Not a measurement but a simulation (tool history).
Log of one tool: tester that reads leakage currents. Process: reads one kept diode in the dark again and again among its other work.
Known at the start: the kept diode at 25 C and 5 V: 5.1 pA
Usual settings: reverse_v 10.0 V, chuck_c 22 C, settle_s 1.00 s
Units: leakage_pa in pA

run    hour  reverse_v  chuck_c  settle_s  leakage_pa
  1     0.0       10.0       22      1.00        6.92
  2    31.0       10.0       22      1.00        6.90
  3    91.6       10.0       22      1.00        6.84
  4   126.3       10.0       22      1.00        6.93
      173.1  -- probe card cleaned and baked
  5   176.2       10.0       22      1.00        6.85
  6   206.4       10.0       22      1.00        6.93
  7   250.0       10.0       22      1.00        6.90
  8   296.6       10.0       22      1.00        6.86
  9   360.7       10.0       22      1.00        6.95
 10   425.2        2.7       22      1.00        3.64
 11   457.5        2.7       22      1.00        3.69
 12   519.0       10.0       22      2.47        5.99
 13   559.2       10.0       22      2.47        5.96
 14   612.5       10.0       22      1.00        6.91
 15   649.9       10.0       22      1.00        6.93
 16   719.1       10.0       22      1.00        6.92
 17   775.5       10.0       22      1.00        7.00
 18   809.0       10.0       51      1.00       49.22
 19   863.3       10.0       51      1.00       48.99
 20   928.7       10.0       51      1.00       49.09
 21   987.6        2.4       44      0.73       17.73
 22  1037.6        2.2       38      0.56       11.14
 23  1093.2        2.2       48      2.34       22.10
 24  1150.9        2.2       48      2.34       22.16
 25  1209.9        2.2       48      2.34       22.12
 26  1273.5        2.2       48      3.23       21.96
 27  1312.6        2.2       48      3.23       21.98
 28  1369.0        1.3       44      7.64       13.48
 29  1400.2        1.3       44      7.64       13.47
 30  1431.3        1.3       44      7.64       13.54
 31  1492.8        6.9       48      5.28       33.76
 32  1555.4        7.5       22      3.37        5.12
     1561.5  -- chuck's temperature calibrated
 33  1589.1       10.0       52      5.81       51.38
 34  1649.4        2.4       54      6.72       34.47
 35  1688.6        2.4       54      6.72       34.53
 36  1748.1        2.6       33      1.22        7.99
 37  1804.0        2.6       33      1.22        7.96
 38  1839.1        1.2       27      1.22        3.69
 39  1880.2        1.2       27      1.22        3.64

5 ways to go on from here, each from the tool as it stands after run 39. What would each give?
  A  1932.5        1.8       28      1.30           ?
  B  1932.5        1.2       20      1.22           ?
  C  1932.5        2.3       53      1.49           ?
  D  1932.5        4.0       52      5.29           ?
  E  1932.5       11.1       37      2.96           ?

run  leakage_pa
  A        4.68
  B        2.14
  C       31.97
  D       36.29
  E       18.42
Without the tool's hidden state the same runs would have given:
run  leakage_pa
  A        4.68
  B        2.13
  C       31.96
  D       36.28
  E       18.40
